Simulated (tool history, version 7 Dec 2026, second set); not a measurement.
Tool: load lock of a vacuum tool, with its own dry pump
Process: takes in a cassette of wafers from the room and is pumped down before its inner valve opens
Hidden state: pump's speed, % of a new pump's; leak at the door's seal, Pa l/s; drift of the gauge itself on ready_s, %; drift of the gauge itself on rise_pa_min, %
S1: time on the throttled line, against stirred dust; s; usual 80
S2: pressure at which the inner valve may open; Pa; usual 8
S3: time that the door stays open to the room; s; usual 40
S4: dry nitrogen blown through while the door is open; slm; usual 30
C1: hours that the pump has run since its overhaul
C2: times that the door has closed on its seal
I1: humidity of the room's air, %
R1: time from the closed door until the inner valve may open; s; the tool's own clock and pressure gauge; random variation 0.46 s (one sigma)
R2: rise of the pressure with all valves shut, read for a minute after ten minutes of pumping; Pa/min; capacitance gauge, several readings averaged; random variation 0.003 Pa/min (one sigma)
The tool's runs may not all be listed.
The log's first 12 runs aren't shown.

Run 13, hour 1290.4: usual settings; C1 3926; C2 12920; I1 47.3. Result: R1 135.9 s, R2 0.057 Pa/min.
Run 14, hour 1421.9: usual settings; C1 4058; C2 13235; I1 43.1. Result: R1 136.5 s, R2 0.053 Pa/min.
Run 15, hour 1538.5: usual settings; C1 4174; C2 13514; I1 47.1. Result: R1 135.5 s, R2 0.060 Pa/min.
Run 16, hour 1675.6: usual settings; C1 4312; C2 13842; I1 42.2. Result: R1 135.8 s, R2 0.057 Pa/min.
Run 17, hour 1787.9: usual settings; C1 4424; C2 14111; I1 46.4. Result: R1 136.4 s, R2 0.057 Pa/min.
Run 18, hour 1927.8: usual settings; C1 4564; C2 14445; I1 47.9. Result: R1 136.5 s, R2 0.062 Pa/min.
Run 19, hour 2017.4: usual settings; C1 4653; C2 14660; I1 46.2. Result: R1 136.2 s, R2 0.055 Pa/min.
Run 20, hour 2134.7: usual settings but S1 53 s, S2 9 Pa, S3 140 s, S4 14 slm; C1 4771; C2 14941; I1 41.5. Result: R1 113.0 s, R2 0.115 Pa/min.
Run 21, hour 2251.8: usual settings but S1 53 s, S2 9 Pa, S3 140 s, S4 14 slm; C1 4888; C2 15221; I1 44.0. Result: R1 113.7 s, R2 0.124 Pa/min.
Run 22, hour 2352.7: usual settings but S1 53 s, S2 9 Pa, S3 140 s; C1 4989; C2 15462; I1 47.7. Result: R1 112.3 s, R2 0.108 Pa/min.
Run 23, hour 2428.4: usual settings but S2 7 Pa, S3 228 s, S4 17 slm; C1 5064; C2 15643; I1 46.2. Result: R1 137.6 s, R2 0.153 Pa/min.
Run 24, hour 2487.6: usual settings but S1 104 s, S4 18 slm; C1 5124; C2 15785; I1 42.3. Result: R1 157.2 s, R2 0.073 Pa/min.
Run 25, hour 2572.0: usual settings but S4 4 slm; C1 5208; C2 15987; I1 44.3. Result: R1 136.9 s, R2 0.085 Pa/min.
Run 26, hour 2635.6: usual settings but S4 4 slm; C1 5272; C2 16139; I1 45.2. Result: R1 137.0 s, R2 0.083 Pa/min.
Run 27, hour 2767.8: usual settings but S4 6 slm; C1 5404; C2 16456; I1 43.9. Result: R1 136.7 s, R2 0.087 Pa/min.
Run 28, hour 2894.6: usual settings but S4 6 slm; C1 5531; C2 16759; I1 44.5. Result: R1 137.5 s, R2 0.091 Pa/min.
Run 29, hour 3013.8: usual settings but S4 6 slm; C1 5650; C2 17044; I1 44.2. Result: R1 137.9 s, R2 0.088 Pa/min.
Run 30, hour 3142.5: usual settings but S4 6 slm; C1 5779; C2 17353; I1 42.6. Result: R1 136.6 s, R2 0.084 Pa/min.
Run 31, hour 3244.0: usual settings but S1 45 s, S2 10 Pa, S3 32 s, S4 6 slm; C1 5880; C2 17595; I1 44.2. Result: R1 106.3 s, R2 0.087 Pa/min.
Run 32, hour 3349.7: usual settings but S1 45 s, S2 10 Pa, S3 32 s, S4 6 slm; C1 5986; C2 17849; I1 47.2. Result: R1 105.8 s, R2 0.087 Pa/min.
Run 33, hour 3421.6: usual settings but S1 45 s, S2 7 Pa, S3 32 s, S4 6 slm; C1 6058; C2 18021; I1 47.0. Result: R1 108.5 s, R2 0.089 Pa/min.
Run 34, hour 3525.8: usual settings but S1 86 s, S2 6 Pa, S3 139 s, S4 4 slm; C1 6162; C2 18270; I1 45.5. Result: R1 144.6 s, R2 0.169 Pa/min.
Run 35, hour 3619.6: usual settings but S1 139 s, S2 6 Pa, S3 49 s, S4 4 slm; C1 6256; C2 18494; I1 46.4. Result: R1 189.2 s, R2 0.107 Pa/min.
Run 36, hour 3692.8: usual settings but S1 139 s, S2 6 Pa, S3 49 s, S4 4 slm; C1 6329; C2 18670; I1 45.7. Result: R1 190.4 s, R2 0.110 Pa/min.
Run 37, hour 3786.6: usual settings but S1 105 s, S2 11 Pa, S3 49 s, S4 23 slm; C1 6423; C2 18894; I1 48.4. Result: R1 157.2 s, R2 0.085 Pa/min.

Forecast each of these 3 alternatives for the next run:
Run A, hour 3895.8: usual settings but S1 148 s, S2 10 Pa, S3 49 s, S4 23 slm; C1 6532; C2 19156; I1 39.8. Result: R1 ?, R2 ?.
Run B, hour 3895.8: usual settings but S1 105 s, S2 11 Pa, S3 49 s, S4 8 slm; C1 6532; C2 19156; I1 42.9. Result: R1 ?, R2 ?.
Run C, hour 3895.8: usual settings but S2 11 Pa, S3 50 s, S4 37 slm; C1 6532; C2 19156; I1 40.8. Result: R1 ?, R2 ?.

run     R1     R2
  A  193.8  0.071
  B  156.6  0.100
  C  135.3  0.069
Without the tool's hidden state the same runs would have given:
run     R1     R2
  A  190.3  0.026
  B  152.7  0.053
  C  131.2  0.023
